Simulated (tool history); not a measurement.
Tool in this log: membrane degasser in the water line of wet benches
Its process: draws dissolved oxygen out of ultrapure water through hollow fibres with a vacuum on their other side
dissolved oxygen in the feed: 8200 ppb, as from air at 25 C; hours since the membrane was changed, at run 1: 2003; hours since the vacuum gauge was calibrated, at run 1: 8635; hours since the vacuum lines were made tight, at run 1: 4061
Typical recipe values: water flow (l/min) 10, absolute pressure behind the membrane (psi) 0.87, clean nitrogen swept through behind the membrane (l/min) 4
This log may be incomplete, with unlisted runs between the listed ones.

run     day  water flow (l/min)  absolute pressure behind the membrane (psi)  clean nitrogen swept through behind the membrane (l/min)  hours since the membrane was changed  hours since the vacuum gauge was calibrated  hours since the vacuum lines were made tight  dissolved oxygen in the water behind the degasser (ppb)  pressure that the water loses in the fibres (psi)
  1       0                  10                                         0.87                                                         4                                  2003                                         8635                                          4061                                                     44.9                                               6.26
  2   2.658                  10                                         0.87                                                         4                                  2067                                         8699                                          4125                                                     44.7                                              6.321
  3   4.392                  10                                         0.87                                                         4                                  2108                                         8741                                          4167                                                     45.5                                              6.279
  4   6.992                  10                                         0.87                                                         4                                  2171                                         8803                                          4229                                                       46                                              6.299
  5   9.308                  10                                         0.87                                                         4                                  2226                                         8858                                          4284                                                     46.6                                              6.255
  6  11.258                  10                                         0.87                                                         4                                  2273                                         8905                                          4331                                                     45.7                                              6.237
  7  12.675                  10                                         0.87                                                         4                                  2307                                         8939                                          4365                                                     45.4                                              6.295
     13.654  -- vacuum gauge calibrated
  8  13.975                  10                                         0.87                                                         4                                  2338                                            8                                          4396                                                     43.1                                              6.338
  9  16.117                  10                                         0.87                                                         4                                  2389                                           59                                          4447                                                       44                                              6.331
 10  18.458                  10                                         0.87                                                         4                                  2445                                          115                                          4504                                                     43.1                                              6.219
 11  19.642                  10                                         0.87                                                         4                                  2474                                          144                                          4532                                                     43.2                                              6.292
 12  20.929                  10                                        1.207                                                     11.55                                  2505                                          175                                          4563                                                     37.3                                              6.286
 13  23.296                  13                                        1.997                                                      1.71                                  2562                                          231                                          4620                                                    248.7                                              8.193
 14  25.458                  13                                        1.997                                                      1.71                                  2613                                          283                                          4672                                                    245.2                                              8.202
 15  27.525                   9                                        0.718                                                      3.21                                  2663                                          333                                          4721                                                     31.1                                              5.684
 16  28.796                   7                                        1.552                                                      9.51                                  2693                                          363                                          4752                                                     21.6                                              4.387
 17  30.888                   7                                        1.552                                                      9.51                                  2744                                          414                                          4802                                                     21.6                                                4.4
 18  32.725                   7                                        1.552                                                      9.51                                  2788                                          458                                          4846                                                     21.7                                               4.39
 19  35.371                  11                                        1.957                                                      3.17                                  2851                                          521                                          4910                                                    122.8                                              6.947
 20  37.667                  11                                        1.957                                                      3.17                                  2906                                          576                                          4965                                                    124.2                                              6.878
 21  39.912                  10                                        1.244                                                      6.06                                  2960                                          630                                          5018                                                     48.8                                              6.309
 22  42.338                  10                                        0.822                                                         4                                  3019                                          688                                          5077                                                     41.5                                              6.312

Some steps in dissolved oxygen in the water behind the degasser (ppb) between neighbouring runs. How much of each would the tool show without its hidden state too (settings, what came in, random variation), and how much is left for the hidden state, with any gauge scatter that isn't in both results?
Unlogged tool condition in this case: membrane still open, %; true pressure behind the membrane over the reading, kPa; air that leaks in behind the membrane, l/min; drift of the gauge itself on oxygen_ppb, %; drift of the gauge itself on loss_of_pressure_kpa, %.
Run 12 -> 13: water flow (l/min) 10 -> 13, absolute pressure behind the membrane (psi) 1.207 -> 1.997, clean nitrogen swept through behind the membrane (l/min) 11.55 -> 1.71. dissolved oxygen in the water behind the degasser (ppb) +211.4: hidden state +4.7, all else +206.7.
Run 14 -> 15: water flow (l/min) 13 -> 9, absolute pressure behind the membrane (psi) 1.997 -> 0.718, clean nitrogen swept through behind the membrane (l/min) 1.71 -> 3.21. dissolved oxygen in the water behind the degasser (ppb) -214.1: hidden state -5.2, all else -208.9.
